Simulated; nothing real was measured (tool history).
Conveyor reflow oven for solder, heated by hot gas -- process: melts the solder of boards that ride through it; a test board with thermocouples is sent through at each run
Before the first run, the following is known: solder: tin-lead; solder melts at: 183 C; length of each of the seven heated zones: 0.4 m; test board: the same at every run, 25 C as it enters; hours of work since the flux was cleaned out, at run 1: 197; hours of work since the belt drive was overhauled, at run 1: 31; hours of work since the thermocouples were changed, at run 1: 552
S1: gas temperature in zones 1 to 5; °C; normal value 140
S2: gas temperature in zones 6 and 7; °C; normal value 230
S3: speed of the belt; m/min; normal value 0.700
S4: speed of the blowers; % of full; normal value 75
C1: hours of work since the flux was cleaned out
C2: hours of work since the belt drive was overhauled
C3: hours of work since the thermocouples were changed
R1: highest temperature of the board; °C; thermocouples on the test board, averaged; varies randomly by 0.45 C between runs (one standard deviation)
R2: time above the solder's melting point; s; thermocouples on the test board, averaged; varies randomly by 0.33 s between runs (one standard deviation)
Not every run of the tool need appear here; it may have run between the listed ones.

run 1 hour=0.0 | S1=140 S2=230 S3=0.700 S4=75 | C1=197 C2=31 C3=552 | R1=214.8 R2=50.9
run 2 hour=14.4 | S1=140 S2=230 S3=0.700 S4=75 | C1=205 C2=39 C3=561 | R1=215.5 R2=50.6
run 3 hour=26.4 | S1=140 S2=230 S3=0.700 S4=75 | C1=212 C2=46 C3=568 | R1=215.6 R2=50.9
run 4 hour=51.1 | S1=140 S2=230 S3=0.700 S4=75 | C1=227 C2=61 C3=582 | R1=215.5 R2=50.7
run 5 hour=74.2 | S1=140 S2=230 S3=0.700 S4=75 | C1=241 C2=74 C3=596 | R1=214.9 R2=51.2
run 6 hour=98.7 | S1=140 S2=230 S3=0.700 S4=75 | C1=255 C2=89 C3=610 | R1=215.8 R2=51.2
run 7 hour=124.4 | S1=140 S2=230 S3=0.700 S4=75 | C1=270 C2=104 C3=625 | R1=215.0 R2=50.2
run 8 hour=138.7 | S1=140 S2=230 S3=0.700 S4=75 | C1=279 C2=113 C3=634 | R1=215.6 R2=50.7
run 9 hour=158.7 | S1=140 S2=224 S3=0.700 S4=75 | C1=291 C2=124 C3=646 | R1=210.3 R2=47.0
run 10 hour=179.9 | S1=140 S2=224 S3=0.633 S4=75 | C1=303 C2=137 C3=658 | R1=212.7 R2=55.1
run 11 hour=193.7 | S1=140 S2=224 S3=0.633 S4=75 | C1=311 C2=145 C3=666 | R1=213.0 R2=55.3
run 12 hour=213.5 | S1=140 S2=230 S3=0.700 S4=75 | C1=323 C2=157 C3=678 | R1=215.7 R2=51.0
-- hour=233.3 flux residue cleaned out of gas plates and filters
run 13 hour=242.8 | S1=140 S2=230 S3=0.700 S4=75 | C1=6 C2=171 C3=692 | R1=215.2 R2=50.8
run 14 hour=263.2 | S1=140 S2=230 S3=0.700 S4=75 | C1=18 C2=183 C3=704 | R1=216.3 R2=49.8
run 15 hour=280.9 | S1=140 S2=230 S3=0.700 S4=75 | C1=28 C2=194 C3=715 | R1=214.9 R2=50.9
run 16 hour=294.6 | S1=140 S2=230 S3=0.700 S4=75 | C1=36 C2=202 C3=723 | R1=215.2 R2=50.5
run 17 hour=316.1 | S1=147 S2=230 S3=0.593 S4=59 | C1=49 C2=214 C3=736 | R1=217.0 R2=64.8
run 18 hour=338.5 | S1=147 S2=220 S3=0.593 S4=66 | C1=62 C2=228 C3=749 | R1=209.8 R2=59.1
run 19 hour=358.6 | S1=135 S2=230 S3=0.749 S4=74 | C1=74 C2=239 C3=761 | R1=212.1 R2=43.5
run 20 hour=384.1 | S1=140 S2=241 S3=0.700 S4=75 | C1=89 C2=254 C3=776 | R1=224.5 R2=56.5
run 21 hour=409.2 | S1=140 S2=223 S3=0.649 S4=60 | C1=104 C2=269 C3=791 | R1=207.0 R2=47.7
run 22 hour=427.5 | S1=140 S2=223 S3=0.649 S4=60 | C1=115 C2=280 C3=801 | R1=207.7 R2=47.8
run 23 hour=451.4 | S1=140 S2=223 S3=0.649 S4=60 | C1=129 C2=294 C3=816 | R1=207.8 R2=47.4
run 24 hour=464.0 | S1=140 S2=223 S3=0.649 S4=60 | C1=136 C2=302 C3=823 | R1=208.2 R2=47.2
run 25 hour=476.7 | S1=142 S2=230 S3=0.700 S4=86 | C1=144 C2=309 C3=830 | R1=217.4 R2=53.8
run 26 hour=492.8 | S1=150 S2=230 S3=0.700 S4=75 | C1=153 C2=319 C3=840 | R1=217.0 R2=55.2
run 27 hour=517.9 | S1=150 S2=230 S3=0.700 S4=75 | C1=168 C2=333 C3=855 | R1=217.4 R2=55.2
run 28 hour=536.3 | S1=150 S2=230 S3=0.700 S4=75 | C1=179 C2=344 C3=866 | R1=217.3 R2=55.4
run 29 hour=562.5 | S1=140 S2=227 S3=0.800 S4=75 | C1=194 C2=360 C3=881 | R1=208.4 R2=39.5
run 30 hour=573.3 | S1=153 S2=244 S3=0.586 S4=75 | C1=201 C2=366 C3=887 | R1=233.2 R2=77.4

Each row is a separate what-if for the run after 30, all from the same tool condition, not one after another. Results?
run A hour=594.2 | S1=126 S2=244 S3=0.592 S4=75 | C1=213 C2=378 C3=900 | R1=? R2=?
run B hour=594.2 | S1=154 S2=230 S3=0.700 S4=75 | C1=213 C2=378 C3=900 | R1=? R2=?
run C hour=594.2 | S1=140 S2=230 S3=0.772 S4=75 | C1=213 C2=378 C3=900 | R1=? R2=?

run=A R1=229.9 R2=66.6
run=B R1=218.3 R2=57.6
run=C R1=212.2 R2=42.8
The same runs, with their run-to-run variation unchanged, on a tool lacking any hidden condition would have given:
run=A R1=230.0 R2=66.7
run=B R1=218.4 R2=57.7
run=C R1=212.3 R2=42.9

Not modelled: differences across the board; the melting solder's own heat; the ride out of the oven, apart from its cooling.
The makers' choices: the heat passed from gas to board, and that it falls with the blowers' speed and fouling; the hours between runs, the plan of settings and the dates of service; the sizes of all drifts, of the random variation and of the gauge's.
